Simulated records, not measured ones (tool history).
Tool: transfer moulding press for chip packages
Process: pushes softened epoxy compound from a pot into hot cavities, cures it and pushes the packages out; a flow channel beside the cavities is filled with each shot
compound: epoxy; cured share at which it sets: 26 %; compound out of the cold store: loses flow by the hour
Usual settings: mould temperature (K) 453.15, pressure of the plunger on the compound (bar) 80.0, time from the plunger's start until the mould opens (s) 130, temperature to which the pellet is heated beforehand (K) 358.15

| run | hour | mould temperature (K) | pressure of the plunger on the compound (bar) | time from the plunger's start until the mould opens (s) | temperature to which the pellet is heated beforehand (K) | incoming compound's hours out of the cold store | length that the compound runs in the flow channel (mm) | greatest force on the pins that push the packages out (N) |
|---|---|---|---|---|---|---|---|---|
| 1 | 0.0 | 453.15 | 80.0 | 130 | 358.15 | 36.2 | 715 | 523 |
| 2 | 14.8 | 453.15 | 84.1 | 130 | 358.15 | 10.4 | 855 | 570 |
|  | 24.0 | cavities cleaned with cleaning compound and waxed |
| 3 | 33.6 | 453.15 | 84.1 | 130 | 358.15 | 30.6 | 752 | 440 |
| 4 | 45.5 | 453.15 | 84.1 | 130 | 358.15 | 23.8 | 780 | 472 |
| 5 | 54.3 | 453.15 | 84.1 | 165 | 358.15 | 42.8 | 693 | 460 |
| 6 | 72.4 | 453.15 | 84.1 | 165 | 358.15 | 28.9 | 754 | 501 |
| 7 | 83.8 | 453.15 | 64.1 | 130 | 358.15 | 20.8 | 692 | 550 |
| 8 | 98.1 | 453.15 | 64.1 | 130 | 358.15 | 46.7 | 587 | 549 |
|  | 110.5 | cavities cleaned with cleaning compound and waxed |
| 9 | 115.6 | 453.15 | 80.0 | 130 | 356.15 | 19.0 | 776 | 436 |
| 10 | 125.5 | 451.15 | 80.0 | 130 | 358.15 | 16.1 | 800 | 495 |
| 11 | 139.1 | 451.15 | 80.0 | 130 | 358.15 | 35.3 | 704 | 519 |
| 12 | 147.5 | 451.15 | 80.0 | 130 | 358.15 | 35.1 | 705 | 525 |
| 13 | 160.3 | 451.15 | 80.0 | 130 | 358.15 | 11.6 | 818 | 568 |
| 14 | 177.4 | 452.15 | 80.0 | 130 | 358.15 | 27.3 | 732 | 559 |
| 15 | 185.7 | 457.15 | 80.0 | 130 | 364.15 | 15.8 | 777 | 529 |
|  | 197.4 | cavities cleaned with cleaning compound and waxed |
| 16 | 200.9 | 453.15 | 80.0 | 119 | 364.15 | 43.4 | 657 | 436 |
| 17 | 217.4 | 453.15 | 80.0 | 119 | 364.15 | 41.8 | 663 | 503 |
| 18 | 232.0 | 449.15 | 80.0 | 129 | 360.15 | 36.0 | 695 | 588 |
| 19 | 244.1 | 446.15 | 80.0 | 129 | 362.15 | 11.1 | 826 | 726 |
| 20 | 253.4 | 449.15 | 80.0 | 130 | 355.15 | 21.6 | 763 | 609 |
| 21 | 268.0 | 449.15 | 80.0 | 164 | 353.15 | 34.3 | 703 | 522 |
| 22 | 281.6 | 452.15 | 88.1 | 130 | 351.15 | 34.4 | 727 | 580 |
|  | 284.6 | cavities cleaned with cleaning compound and waxed |
| 23 | 294.4 | 452.15 | 88.1 | 130 | 351.15 | 21.1 | 789 | 465 |
| 24 | 311.6 | 458.15 | 88.0 | 164 | 357.15 | 29.9 | 734 | 446 |
| 25 | 320.8 | 453.15 | 92.6 | 130 | 358.15 | 35.7 | 733 | 504 |
| 26 | 339.6 | 453.15 | 92.6 | 120 | 358.15 | 9.5 | 865 | 582 |
| 27 | 348.1 | 453.15 | 92.6 | 120 | 358.15 | 44.9 | 695 | 560 |

Some steps in length that the compound runs in the flow channel (mm) between neighbouring runs. How much of each would the tool show without its hidden state too (settings, what came in, random variation), and how much is left for the hidden state, with any gauge scatter that isn't in both results?
The hidden state here: true mould temperature over the reading, C; pressure that reaches the compound, % of what is set; grip of the stained cavities, % over clean ones'; drift of the gauge itself on flow_mm, %; drift of the gauge itself on push_out_n, %.
Run 8 -> 9: pressure of the plunger on the compound (bar) 64.1 -> 80.0, temperature to which the pellet is heated beforehand (K) 358.15 -> 356.15, cavities cleaned with cleaning compound and waxed. length that the compound runs in the flow channel (mm) +189: hidden state -6, all else +195.
Run 25 -> 26: time from the plunger's start until the mould opens (s) 130 -> 120. length that the compound runs in the flow channel (mm) +132: hidden state -10, all else +142.
Run 26 -> 27: no setting changed, nothing entered. length that the compound runs in the flow channel (mm) -170: hidden state +9, all else -179.
